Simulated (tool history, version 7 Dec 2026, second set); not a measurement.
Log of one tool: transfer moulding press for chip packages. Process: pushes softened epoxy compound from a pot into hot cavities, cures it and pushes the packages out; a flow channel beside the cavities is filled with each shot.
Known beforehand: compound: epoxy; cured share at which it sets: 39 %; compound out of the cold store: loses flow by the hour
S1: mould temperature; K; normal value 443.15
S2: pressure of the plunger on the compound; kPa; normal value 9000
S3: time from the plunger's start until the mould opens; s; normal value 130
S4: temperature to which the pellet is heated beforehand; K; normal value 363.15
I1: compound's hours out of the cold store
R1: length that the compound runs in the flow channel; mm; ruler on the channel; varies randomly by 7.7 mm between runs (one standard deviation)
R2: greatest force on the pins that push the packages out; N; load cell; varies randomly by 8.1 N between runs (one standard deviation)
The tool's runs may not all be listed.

| run | hour | S1 | S2 | S3 | S4 | I1 | R1 | R2 |
|---|---|---|---|---|---|---|---|---|
| 1 | 0 | 443.15 | 9000 | 130 | 363.15 | 35.4 | 820 | 564 |
|  | 23.2 | cavities cleaned with cleaning compound and waxed |
| 2 | 52.8 | 443.15 | 9000 | 111 | 363.15 | 14.5 | 879 | 676 |
|  | 70.1 | mould's thermocouples calibrated |
|  | 102.3 | cavities cleaned with cleaning compound and waxed |
| 3 | 114 | 443.15 | 9000 | 111 | 363.15 | 32.9 | 803 | 494 |
|  | 181.5 | cavities cleaned with cleaning compound and waxed |
| 4 | 213.8 | 443.15 | 9000 | 111 | 363.15 | 42.8 | 780 | 574 |
|  | 259.1 | cavities cleaned with cleaning compound and waxed |
| 5 | 312.8 | 443.15 | 9000 | 111 | 363.15 | 28.5 | 788 | 666 |
|  | 336.3 | cavities cleaned with cleaning compound and waxed |
| 6 | 366.6 | 449.15 | 9000 | 130 | 363.15 | 11 | 814 | 434 |
|  | 413.8 | cavities cleaned with cleaning compound and waxed |
| 7 | 418.1 | 449.15 | 9000 | 130 | 363.15 | 17.1 | 794 | 337 |
|  | 468.3 | plunger's sealing rings changed |
|  | 492.5 | cavities cleaned with cleaning compound and waxed |
| 8 | 520.8 | 449.15 | 9000 | 130 | 363.15 | 38.8 | 805 | 455 |
|  | 575.1 | cavities cleaned with cleaning compound and waxed |
| 9 | 602.8 | 440.15 | 9000 | 130 | 363.15 | 27.8 | 835 | 577 |
|  | 652.6 | cavities cleaned with cleaning compound and waxed |
| 10 | 708.2 | 440.15 | 9000 | 130 | 363.15 | 16.3 | 852 | 694 |
|  | 732.1 | cavities cleaned with cleaning compound and waxed |
| 11 | 755.9 | 440.15 | 9000 | 130 | 363.15 | 14.8 | 850 | 586 |
|  | 809.1 | cavities cleaned with cleaning compound and waxed |
| 12 | 852.9 | 440.15 | 9000 | 130 | 363.15 | 44.1 | 774 | 635 |
|  | 887.3 | cavities cleaned with cleaning compound and waxed |
| 13 | 936.2 | 443.15 | 9000 | 130 | 369.15 | 38.6 | 762 | 590 |
|  | 962.5 | mould's thermocouples calibrated |
|  | 964 | cavities cleaned with cleaning compound and waxed |
| 14 | 999.1 | 436.15 | 6850 | 143 | 358.15 | 32.7 | 679 | 623 |
|  | 1012.8 | plunger's sealing rings changed |
|  | 1041.9 | cavities cleaned with cleaning compound and waxed |
| 15 | 1067.1 | 436.15 | 6850 | 143 | 358.15 | 36 | 719 | 563 |
|  | 1117.9 | cavities cleaned with cleaning compound and waxed |
| 16 | 1127.1 | 436.15 | 6850 | 143 | 358.15 | 21.6 | 748 | 489 |
| 17 | 1185.5 | 436.15 | 6850 | 143 | 358.15 | 25.5 | 737 | 748 |
|  | 1196 | cavities cleaned with cleaning compound and waxed |
| 18 | 1254.5 | 447.15 | 8890 | 143 | 360.15 | 47.5 | 750 | 504 |
|  | 1275.1 | cavities cleaned with cleaning compound and waxed |
| 19 | 1306.3 | 447.15 | 8890 | 143 | 360.15 | 33.9 | 775 | 424 |
|  | 1352.2 | cavities cleaned with cleaning compound and waxed |
| 20 | 1408.6 | 451.15 | 10810 | 130 | 363.15 | 15.1 | 890 | 495 |
|  | 1431.1 | cavities cleaned with cleaning compound and waxed |
| 21 | 1466.3 | 438.15 | 7660 | 127 | 359.15 | 28.3 | 739 | 704 |
|  | 1509 | cavities cleaned with cleaning compound and waxed |
| 22 | 1536.8 | 443.15 | 9000 | 130 | 363.15 | 44.5 | 746 | 491 |
|  | 1552.8 | plunger's sealing rings changed |
|  | 1591.2 | cavities cleaned with cleaning compound and waxed |
| 23 | 1628.8 | 443.15 | 9000 | 160 | 372.15 | 47.1 | 791 | 458 |
|  | 1667.3 | cavities cleaned with cleaning compound and waxed |
| 24 | 1672.4 | 448.15 | 9000 | 130 | 355.15 | 45.5 | 780 | 352 |
|  | 1742.8 | cavities cleaned with cleaning compound and waxed |
| 25 | 1744.6 | 439.15 | 8390 | 130 | 363.15 | 43 | 774 | 443 |

Predict each of these 3 candidate next runs independently; none follows another, all start after run 25:
| A | 1794.2 | 450.15 | 9400 | 138 | 363.15 | 26.9 | ? | ? |
| B | 1794.2 | 443.15 | 7190 | 116 | 362.15 | 24 | ? | ? |
| C | 1794.2 | 439.15 | 8390 | 158 | 363.15 | 46.2 | ? | ? |

| run | R1 | R2 |
|---|---|---|
| A | 815 | 492 |
| B | 731 | 700 |
| C | 757 | 535 |
Without the tool's hidden state the same runs would have given:
| run | R1 | R2 |
|---|---|---|
| A | 845 | 306 |
| B | 757 | 408 |
| C | 785 | 323 |
